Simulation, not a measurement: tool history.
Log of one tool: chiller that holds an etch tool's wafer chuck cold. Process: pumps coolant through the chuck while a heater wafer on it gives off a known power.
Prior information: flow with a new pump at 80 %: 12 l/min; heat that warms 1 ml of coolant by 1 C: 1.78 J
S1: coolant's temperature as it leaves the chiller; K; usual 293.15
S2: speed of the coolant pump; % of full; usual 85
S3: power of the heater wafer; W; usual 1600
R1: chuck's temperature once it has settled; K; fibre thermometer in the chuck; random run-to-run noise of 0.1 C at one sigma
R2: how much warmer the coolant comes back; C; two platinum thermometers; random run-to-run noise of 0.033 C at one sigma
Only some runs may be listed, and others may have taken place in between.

run 1 hour=0 | S1=293.15 S2=85 S3=1600 | R1=307.65 R2=4.58
run 2 hour=108.9 | S1=293.15 S2=85 S3=1600 | R1=307.65 R2=4.67
run 3 hour=160.2 | S1=293.15 S2=85 S3=1600 | R1=307.65 R2=4.59
run 4 hour=266.3 | S1=293.15 S2=85 S3=1600 | R1=307.95 R2=4.66
run 5 hour=341.6 | S1=293.15 S2=85 S3=1600 | R1=308.05 R2=4.6
run 6 hour=401.3 | S1=293.15 S2=91 S3=1600 | R1=307.05 R2=4.35

What will run 7 give?
run 7 hour=458.3 | S1=293.15 S2=91 S3=1600 | R1=? R2=?

Run 7 yielded R1 307.15 K, R2 4.31 C.
On a tool with no hidden condition, and with the same random variation, this run would have come out at R1 305.15 K, R2 3.89 C.
